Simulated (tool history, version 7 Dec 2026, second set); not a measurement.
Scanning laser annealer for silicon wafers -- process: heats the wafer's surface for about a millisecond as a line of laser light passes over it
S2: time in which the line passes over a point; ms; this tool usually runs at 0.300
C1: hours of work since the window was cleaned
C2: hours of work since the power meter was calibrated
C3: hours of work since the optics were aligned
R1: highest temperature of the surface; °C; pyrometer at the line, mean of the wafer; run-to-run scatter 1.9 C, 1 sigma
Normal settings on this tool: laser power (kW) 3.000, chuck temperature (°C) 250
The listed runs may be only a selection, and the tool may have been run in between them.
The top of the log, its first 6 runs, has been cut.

{"run": 7, "hour": 62.7, "laser power (kW)": 3.0, "S2": 0.3, "chuck temperature (°C)": 250, "C1": 506, "C2": 360, "C3": 1188, "R1": 1052}
{"run": 8, "hour": 75.4, "laser power (kW)": 3.0, "S2": 0.37, "chuck temperature (°C)": 250, "C1": 513, "C2": 367, "C3": 1195, "R1": 1157}
{"run": 9, "hour": 86.7, "laser power (kW)": 3.0, "S2": 0.3, "chuck temperature (°C)": 244, "C1": 519, "C2": 373, "C3": 1201, "R1": 1046}
{"run": 10, "hour": 101.3, "laser power (kW)": 3.0, "S2": 0.3, "chuck temperature (°C)": 244, "C1": 527, "C2": 381, "C3": 1209, "R1": 1049}
{"run": 11, "hour": 110.1, "laser power (kW)": 3.0, "S2": 0.3, "chuck temperature (°C)": 244, "C1": 532, "C2": 386, "C3": 1214, "R1": 1049}
{"run": 12, "hour": 116.7, "laser power (kW)": 2.958, "S2": 0.3, "chuck temperature (°C)": 244, "C1": 536, "C2": 390, "C3": 1217, "R1": 1033}
{"hour": 120.8, "done": "laser's power meter calibrated"}
{"run": 13, "hour": 132.8, "laser power (kW)": 2.958, "S2": 0.3, "chuck temperature (°C)": 244, "C1": 543, "C2": 7, "C3": 1225, "R1": 1033}
{"run": 14, "hour": 147.5, "laser power (kW)": 2.958, "S2": 0.3, "chuck temperature (°C)": 244, "C1": 551, "C2": 15, "C3": 1233, "R1": 1034}
{"run": 15, "hour": 155.0, "laser power (kW)": 2.958, "S2": 0.3, "chuck temperature (°C)": 244, "C1": 555, "C2": 19, "C3": 1237, "R1": 1032}
{"run": 16, "hour": 161.9, "laser power (kW)": 2.958, "S2": 0.3, "chuck temperature (°C)": 244, "C1": 559, "C2": 23, "C3": 1241, "R1": 1033}
{"run": 17, "hour": 171.9, "laser power (kW)": 2.958, "S2": 0.3, "chuck temperature (°C)": 244, "C1": 564, "C2": 28, "C3": 1246, "R1": 1035}
{"run": 18, "hour": 181.9, "laser power (kW)": 2.687, "S2": 0.337, "chuck temperature (°C)": 250, "C1": 570, "C2": 34, "C3": 1252, "R1": 999}
{"run": 19, "hour": 191.0, "laser power (kW)": 3.0, "S2": 0.316, "chuck temperature (°C)": 264, "C1": 575, "C2": 39, "C3": 1257, "R1": 1094}
{"hour": 198.6, "done": "laser's power meter calibrated, once more"}
{"run": 20, "hour": 200.4, "laser power (kW)": 3.055, "S2": 0.227, "chuck temperature (°C)": 250, "C1": 578, "C2": 1, "C3": 1260, "R1": 943}
{"run": 21, "hour": 212.2, "laser power (kW)": 2.954, "S2": 0.349, "chuck temperature (°C)": 272, "C1": 585, "C2": 7, "C3": 1267, "R1": 1126}
{"run": 22, "hour": 218.5, "laser power (kW)": 2.954, "S2": 0.349, "chuck temperature (°C)": 272, "C1": 588, "C2": 11, "C3": 1270, "R1": 1123}
{"hour": 223.3, "done": "window over the wafer cleaned"}
{"run": 23, "hour": 229.1, "laser power (kW)": 2.744, "S2": 0.3, "chuck temperature (°C)": 222, "C1": 3, "C2": 16, "C3": 1275, "R1": 964}
{"run": 24, "hour": 235.7, "laser power (kW)": 2.744, "S2": 0.3, "chuck temperature (°C)": 222, "C1": 7, "C2": 19, "C3": 1279, "R1": 964}
{"run": 25, "hour": 246.0, "laser power (kW)": 2.744, "S2": 0.3, "chuck temperature (°C)": 222, "C1": 13, "C2": 25, "C3": 1284, "R1": 966}
{"run": 26, "hour": 253.9, "laser power (kW)": 2.744, "S2": 0.3, "chuck temperature (°C)": 222, "C1": 17, "C2": 29, "C3": 1289, "R1": 962}
{"run": 27, "hour": 264.8, "laser power (kW)": 3.066, "S2": 0.244, "chuck temperature (°C)": 251, "C1": 23, "C2": 35, "C3": 1295, "R1": 1004}
{"run": 28, "hour": 278.0, "laser power (kW)": 2.687, "S2": 0.247, "chuck temperature (°C)": 281, "C1": 30, "C2": 43, "C3": 1302, "R1": 925}
{"run": 29, "hour": 289.1, "laser power (kW)": 2.687, "S2": 0.247, "chuck temperature (°C)": 281, "C1": 36, "C2": 49, "C3": 1308, "R1": 925}
{"run": 30, "hour": 300.0, "laser power (kW)": 2.757, "S2": 0.3, "chuck temperature (°C)": 219, "C1": 42, "C2": 55, "C3": 1314, "R1": 962}
{"run": 31, "hour": 306.4, "laser power (kW)": 3.24, "S2": 0.238, "chuck temperature (°C)": 240, "C1": 46, "C2": 58, "C3": 1318, "R1": 1029}

Predict each of these 5 candidate next runs independently; none follows another, all start after run 31:
{"run": "A", "hour": 312.4, "laser power (kW)": 3.24, "S2": 0.37, "chuck temperature (°C)": 240, "C1": 49, "C2": 62, "C3": 1321, "R1": "?"}
{"run": "B", "hour": 312.4, "laser power (kW)": 3.073, "S2": 0.32, "chuck temperature (°C)": 250, "C1": 49, "C2": 62, "C3": 1321, "R1": "?"}
{"run": "C", "hour": 312.4, "laser power (kW)": 3.182, "S2": 0.305, "chuck temperature (°C)": 226, "C1": 49, "C2": 62, "C3": 1321, "R1": "?"}
{"run": "D", "hour": 312.4, "laser power (kW)": 3.279, "S2": 0.3, "chuck temperature (°C)": 250, "C1": 49, "C2": 62, "C3": 1321, "R1": "?"}
{"run": "E", "hour": 312.4, "laser power (kW)": 3.24, "S2": 0.238, "chuck temperature (°C)": 211, "C1": 49, "C2": 62, "C3": 1321, "R1": "?"}

run=A R1=1259
run=B R1=1133
run=C R1=1121
run=D R1=1168
run=E R1=997
With no hidden state in the tool, these same runs would have given:
run=A R1=1281
run=B R1=1152
run=C R1=1140
run=D R1=1188
run=E R1=1014

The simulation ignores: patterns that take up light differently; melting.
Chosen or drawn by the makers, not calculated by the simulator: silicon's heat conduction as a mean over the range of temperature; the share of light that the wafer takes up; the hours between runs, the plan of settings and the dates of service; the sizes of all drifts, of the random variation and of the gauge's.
